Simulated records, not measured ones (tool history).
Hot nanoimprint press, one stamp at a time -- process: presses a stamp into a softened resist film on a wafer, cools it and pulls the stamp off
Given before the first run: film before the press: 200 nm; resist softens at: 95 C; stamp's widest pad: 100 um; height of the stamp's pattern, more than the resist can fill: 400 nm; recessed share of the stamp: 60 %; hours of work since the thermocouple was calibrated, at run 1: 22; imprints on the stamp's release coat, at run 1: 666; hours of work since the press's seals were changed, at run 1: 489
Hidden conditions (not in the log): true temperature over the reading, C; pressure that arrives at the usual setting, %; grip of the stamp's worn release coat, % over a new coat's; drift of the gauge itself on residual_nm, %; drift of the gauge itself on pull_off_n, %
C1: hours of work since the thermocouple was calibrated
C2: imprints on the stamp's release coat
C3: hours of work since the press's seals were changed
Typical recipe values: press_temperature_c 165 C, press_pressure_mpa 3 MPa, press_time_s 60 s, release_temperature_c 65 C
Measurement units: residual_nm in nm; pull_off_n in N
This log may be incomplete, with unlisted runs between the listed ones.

run 1 day=0 | press_temperature_c=165 press_pressure_mpa=3 press_time_s=60 release_temperature_c=65 | C1=22 C2=666 C3=489 | residual_nm=102.2 pull_off_n=176
run 2 day=1.696 | press_temperature_c=165 press_pressure_mpa=3 press_time_s=60 release_temperature_c=65 | C1=44 C2=831 C3=511 | residual_nm=102.4 pull_off_n=183
run 3 day=3.304 | press_temperature_c=165 press_pressure_mpa=3 press_time_s=60 release_temperature_c=65 | C1=65 C2=987 C3=532 | residual_nm=103.1 pull_off_n=185
-- day=4.275 stamp cleaned and given a new release coat
run 4 day=5.383 | press_temperature_c=165 press_pressure_mpa=3 press_time_s=55 release_temperature_c=65 | C1=90 C2=108 C3=557 | residual_nm=106.6 pull_off_n=161
run 5 day=7.254 | press_temperature_c=165 press_pressure_mpa=3 press_time_s=64 release_temperature_c=65 | C1=114 C2=290 C3=582 | residual_nm=100.1 pull_off_n=161
run 6 day=8.954 | press_temperature_c=165 press_pressure_mpa=3 press_time_s=64 release_temperature_c=65 | C1=137 C2=455 C3=604 | residual_nm=103.1 pull_off_n=169
-- day=9.442 press's hydraulic seals changed and the load cell set to zero
run 7 day=11.058 | press_temperature_c=168 press_pressure_mpa=3 press_time_s=64 release_temperature_c=65 | C1=160 C2=627 C3=21 | residual_nm=90.4 pull_off_n=174
run 8 day=13.133 | press_temperature_c=168 press_pressure_mpa=3 press_time_s=65 release_temperature_c=65 | C1=188 C2=828 C3=49 | residual_nm=88.9 pull_off_n=183
run 9 day=14.258 | press_temperature_c=165 press_pressure_mpa=2.74 press_time_s=60 release_temperature_c=65 | C1=203 C2=938 C3=64 | residual_nm=108.3 pull_off_n=189
-- day=15.7 stamp cleaned and given a new release coat
run 10 day=16.467 | press_temperature_c=165 press_pressure_mpa=2.74 press_time_s=60 release_temperature_c=65 | C1=229 C2=74 C3=90 | residual_nm=110.6 pull_off_n=163
run 11 day=18.15 | press_temperature_c=165 press_pressure_mpa=2.74 press_time_s=60 release_temperature_c=65 | C1=251 C2=238 C3=112 | residual_nm=108.6 pull_off_n=167
run 12 day=19.408 | press_temperature_c=164 press_pressure_mpa=3 press_time_s=60 release_temperature_c=65 | C1=268 C2=360 C3=129 | residual_nm=110 pull_off_n=168
run 13 day=20.954 | press_temperature_c=164 press_pressure_mpa=3 press_time_s=60 release_temperature_c=65 | C1=288 C2=510 C3=149 | residual_nm=110.5 pull_off_n=174
run 14 day=22.533 | press_temperature_c=165 press_pressure_mpa=3 press_time_s=60 release_temperature_c=65 | C1=309 C2=664 C3=170 | residual_nm=105.8 pull_off_n=181
run 15 day=24.817 | press_temperature_c=165 press_pressure_mpa=3 press_time_s=60 release_temperature_c=65 | C1=339 C2=885 C3=200 | residual_nm=106.5 pull_off_n=182
-- day=26.738 stamp cleaned and given a new release coat
run 16 day=26.738 | press_temperature_c=165 press_pressure_mpa=3 press_time_s=60 release_temperature_c=65 | C1=361 C2=0 C3=222 | residual_nm=107.7 pull_off_n=160
run 17 day=28.196 | press_temperature_c=165 press_pressure_mpa=3 press_time_s=60 release_temperature_c=65 | C1=381 C2=142 C3=242 | residual_nm=108.4 pull_off_n=167
run 18 day=30.358 | press_temperature_c=165 press_pressure_mpa=2.49 press_time_s=52 release_temperature_c=65 | C1=409 C2=351 C3=270 | residual_nm=123.4 pull_off_n=172
run 19 day=32.3 | press_temperature_c=164 press_pressure_mpa=3.58 press_time_s=63 release_temperature_c=58 | C1=435 C2=540 C3=296 | residual_nm=101.7 pull_off_n=189
run 20 day=33.429 | press_temperature_c=164 press_pressure_mpa=3.58 press_time_s=63 release_temperature_c=58 | C1=450 C2=650 C3=311 | residual_nm=102.6 pull_off_n=200
run 21 day=34.488 | press_temperature_c=164 press_pressure_mpa=2.71 press_time_s=63 release_temperature_c=69 | C1=464 C2=753 C3=325 | residual_nm=115.8 pull_off_n=175
-- day=34.817 plate thermocouple calibrated
run 22 day=36.654 | press_temperature_c=164 press_pressure_mpa=2.71 press_time_s=63 release_temperature_c=69 | C1=24 C2=951 C3=352 | residual_nm=120.3 pull_off_n=176
-- day=37.958 stamp cleaned and given a new release coat
run 23 day=38.967 | press_temperature_c=164 press_pressure_mpa=2.71 press_time_s=63 release_temperature_c=69 | C1=52 C2=99 C3=379 | residual_nm=120.2 pull_off_n=162
run 24 day=40.138 | press_temperature_c=164 press_pressure_mpa=2.71 press_time_s=63 release_temperature_c=69 | C1=67 C2=212 C3=395 | residual_nm=121.6 pull_off_n=163
run 25 day=42.262 | press_temperature_c=164 press_pressure_mpa=2.71 press_time_s=63 release_temperature_c=69 | C1=95 C2=419 C3=423 | residual_nm=121.5 pull_off_n=166
-- day=42.521 plate thermocouple calibrated, once more
run 26 day=44.592 | press_temperature_c=164 press_pressure_mpa=2.71 press_time_s=63 release_temperature_c=69 | C1=27 C2=633 C3=452 | residual_nm=107.9 pull_off_n=167
run 27 day=45.858 | press_temperature_c=164 press_pressure_mpa=2.71 press_time_s=63 release_temperature_c=69 | C1=44 C2=756 C3=469 | residual_nm=109.8 pull_off_n=170
run 28 day=47.471 | press_temperature_c=165 press_pressure_mpa=3 press_time_s=38 release_temperature_c=64 | C1=66 C2=912 C3=490 | residual_nm=117.3 pull_off_n=183
-- day=49.183 stamp cleaned and given a new release coat
run 29 day=49.446 | press_temperature_c=165 press_pressure_mpa=3 press_time_s=38 release_temperature_c=64 | C1=88 C2=25 C3=513 | residual_nm=115.9 pull_off_n=161
run 30 day=51.154 | press_temperature_c=166 press_pressure_mpa=2.06 press_time_s=38 release_temperature_c=53 | C1=111 C2=191 C3=536 | residual_nm=135.3 pull_off_n=194

3 ways to go on from here, each from the tool as it stands after run 30. What would each give?
run A day=53.233 | press_temperature_c=158 press_pressure_mpa=2.06 press_time_s=38 release_temperature_c=53 | C1=139 C2=393 C3=563 | residual_nm=? pull_off_n=?
run B day=53.233 | press_temperature_c=166 press_pressure_mpa=2.27 press_time_s=57 release_temperature_c=53 | C1=139 C2=393 C3=563 | residual_nm=? pull_off_n=?
run C day=53.233 | press_temperature_c=172 press_pressure_mpa=3.46 press_time_s=60 release_temperature_c=69 | C1=139 C2=393 C3=563 | residual_nm=? pull_off_n=?

run=A residual_nm=166.1 pull_off_n=198
run=B residual_nm=116.1 pull_off_n=196
run=C residual_nm=73.2 pull_off_n=165
Had the tool no hidden state, the same runs would have come out as:
run=A residual_nm=163.5 pull_off_n=184
run=B residual_nm=112.9 pull_off_n=182
run=C residual_nm=70.6 pull_off_n=153
